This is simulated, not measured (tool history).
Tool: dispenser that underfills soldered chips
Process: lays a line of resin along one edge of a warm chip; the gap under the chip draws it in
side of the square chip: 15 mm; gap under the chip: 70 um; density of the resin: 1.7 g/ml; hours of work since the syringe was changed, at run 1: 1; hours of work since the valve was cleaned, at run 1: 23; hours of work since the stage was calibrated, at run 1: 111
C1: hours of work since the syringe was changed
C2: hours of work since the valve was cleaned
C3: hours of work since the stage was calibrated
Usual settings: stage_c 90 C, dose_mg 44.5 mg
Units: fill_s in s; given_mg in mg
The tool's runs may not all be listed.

Run 1, day 0: usual settings; C1 1; C2 23; C3 111. Result: fill_s 285.1 s, given_mg 44.16 mg.
Run 2, day 0.196: usual settings; C1 4; C2 26; C3 114. Result: fill_s 317.8 s, given_mg 44.12 mg.
Run 3, day 0.338: usual settings; C1 6; C2 28; C3 116. Result: fill_s 345 s, given_mg 44.18 mg.
At day 0.412: new syringe of resin.
Run 4, day 0.592: usual settings but dose_mg 51.6 mg; C1 3; C2 31; C3 119. Result: fill_s 302.7 s, given_mg 51.11 mg.
At day 0.871: new syringe of resin.
Run 5, day 0.892: usual settings; C1 0; C2 35; C3 124. Result: fill_s 286 s, given_mg 44.05 mg.
Run 6, day 1.175: usual settings; C1 4; C2 39; C3 128. Result: fill_s 336 s, given_mg 43.94 mg.
At day 1.325: new syringe of resin.
Run 7, day 1.35: usual settings; C1 0; C2 42; C3 130. Result: fill_s 283.9 s, given_mg 43.88 mg.
Run 8, day 1.679: usual settings; C1 5; C2 47; C3 135. Result: fill_s 339.8 s, given_mg 43.37 mg.
At day 1.779: new syringe of resin.
Run 9, day 1.971: usual settings; C1 3; C2 51; C3 139. Result: fill_s 309.2 s, given_mg 43.81 mg.
Run 10, day 2.108: usual settings; C1 5; C2 53; C3 141. Result: fill_s 336 s, given_mg 43.51 mg.
At day 2.233: new syringe of resin.
Run 11, day 2.442: usual settings; C1 3; C2 57; C3 145. Result: fill_s 315.2 s, given_mg 43.73 mg.
At day 2.688: new syringe of resin.
Run 12, day 2.779: usual settings but stage_c 88 C; C1 1; C2 62; C3 150. Result: fill_s 309.1 s, given_mg 43.41 mg.
Run 13, day 3.1: usual settings but stage_c 101 C, dose_mg 48.1 mg; C1 6; C2 67; C3 155. Result: fill_s 233.5 s, given_mg 46.9 mg.
At day 3.142: new syringe of resin.
Run 14, day 3.292: usual settings but stage_c 105 C, dose_mg 38.8 mg; C1 2; C2 69; C3 157. Result: fill_s 178.2 s, given_mg 37.8 mg.
Run 15, day 3.45: usual settings but stage_c 105 C, dose_mg 38.8 mg; C1 4; C2 72; C3 160. Result: fill_s 194.1 s, given_mg 37.67 mg.
At day 3.592: new syringe of resin.
Run 16, day 3.604: usual settings but dose_mg 48 mg; C1 0; C2 74; C3 162. Result: fill_s 290.4 s, given_mg 46.88 mg.
Run 17, day 3.833: usual settings but stage_c 77 C, dose_mg 57.1 mg; C1 4; C2 77; C3 165. Result: fill_s 536.1 s, given_mg 55.68 mg.
At day 4.042: new syringe of resin.
Run 18, day 4.042: usual settings but stage_c 99 C, dose_mg 56.5 mg; C1 0; C2 80; C3 168. Result: fill_s 198.3 s, given_mg 54.82 mg.
Run 19, day 4.333: usual settings but stage_c 76 C, dose_mg 56.1 mg; C1 4; C2 84; C3 172. Result: fill_s 568.1 s, given_mg 54.2 mg.
At day 4.496: new syringe of resin.
Run 20, day 4.633: usual settings but stage_c 76 C, dose_mg 56.1 mg; C1 2; C2 88; C3 176. Result: fill_s 516.7 s, given_mg 54.14 mg.
Run 21, day 4.821: usual settings but stage_c 82 C, dose_mg 52.7 mg; C1 5; C2 91; C3 179. Result: fill_s 458.9 s, given_mg 50.82 mg.

4 ways to go on from here, each from the tool as it stands after run 21. What would each give?
At day 4.958: new syringe of resin.
Run A, day 5.042: usual settings but stage_c 86 C, dose_mg 46.9 mg; C1 1; C2 94; C3 182. Result: fill_s ?, given_mg ?.
At day 4.958: new syringe of resin.
Run B, day 5.042: usual settings but stage_c 80 C, dose_mg 51.1 mg; C1 1; C2 94; C3 182. Result: fill_s ?, given_mg ?.
At day 4.958: new syringe of resin.
Run C, day 5.042: usual settings but stage_c 100 C, dose_mg 55.5 mg; C1 1; C2 94; C3 182. Result: fill_s ?, given_mg ?.
At day 4.958: new syringe of resin.
Run D, day 5.042: usual settings but stage_c 92 C, dose_mg 41.1 mg; C1 1; C2 94; C3 182. Result: fill_s ?, given_mg ?.

run  fill_s  given_mg
  A     337     45.11
  B     433      49.1
  C   196.7     53.57
  D   274.6     39.67
Without the tool's hidden state the same runs would have given:
run  fill_s  given_mg
  A   324.2     46.82
  B     417     50.97
  C   189.6      55.6
  D   263.3     41.17
